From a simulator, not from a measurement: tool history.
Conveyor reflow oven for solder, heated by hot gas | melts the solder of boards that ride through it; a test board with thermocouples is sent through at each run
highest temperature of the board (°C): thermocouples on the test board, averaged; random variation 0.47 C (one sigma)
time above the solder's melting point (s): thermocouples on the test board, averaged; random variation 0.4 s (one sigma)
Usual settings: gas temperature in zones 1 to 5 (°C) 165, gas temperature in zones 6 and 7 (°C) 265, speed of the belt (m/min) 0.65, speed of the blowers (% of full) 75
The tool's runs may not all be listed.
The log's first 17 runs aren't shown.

run	hour	gas temperature in zones 1 to 5 (°C)	gas temperature in zones 6 and 7 (°C)	speed of the belt (m/min)	speed of the blowers (% of full)	hours of work since the flux was cleaned out	hours of work since the belt drive was overhauled	hours of work since the thermocouples were changed	highest temperature of the board (°C)	time above the solder's melting point (s)
18	494.3	161	263	0.526	62	155	532	1011	247.4	52.2
# hour 512.5: flux residue cleaned out of gas plates and filters
19	524.7	156	255	0.526	85	10	552	1031	244.2	51.9
20	564.2	176	265	0.65	68	41	583	1062	246.3	44.3
21	581.1	176	265	0.65	68	54	596	1076	246.1	44.8
22	603.9	165	265	0.65	79	72	614	1094	247.8	42.7
23	639.4	152	257	0.692	89	100	642	1122	239.3	31.4
24	670.8	153	271	0.588	75	125	667	1146	253.2	48.3
25	690.7	153	271	0.588	75	140	683	1162	253.2	48.1
# hour 728.3: flux residue cleaned out of gas plates and filters
26	730.3	153	271	0.588	59	2	710	1189	247.9	43.5
# hour 745.9: thermocouples of zones 6 and 7 changed
27	765.3	165	265	0.547	68	28	736	15	250.3	53.5
28	785.9	165	265	0.547	68	44	752	31	250.8	53.3
29	818.9	165	265	0.547	68	70	778	58	250.4	53.2
30	840.9	162	265	0.677	57	87	795	75	238.5	30.2
31	879.4	162	265	0.677	57	117	826	105	238.4	29.7

3 ways to go on from here, each from the tool as it stands after run 31. What would each give?
A	899.9	177	269	0.677	57	134	842	121	?	?
B	899.9	165	265	0.727	80	134	842	121	?	?
C	899.9	178	265	0.699	85	134	842	121	?	?

run	highest temperature of the board (°C)	time above the solder's melting point (s)
A	245.1	40
B	244.8	34.9
C	249	44.3
Without the tool's hidden state the same runs would have given:
run	highest temperature of the board (°C)	time above the solder's melting point (s)
A	245.2	40
B	244.8	34.9
C	249	44.3
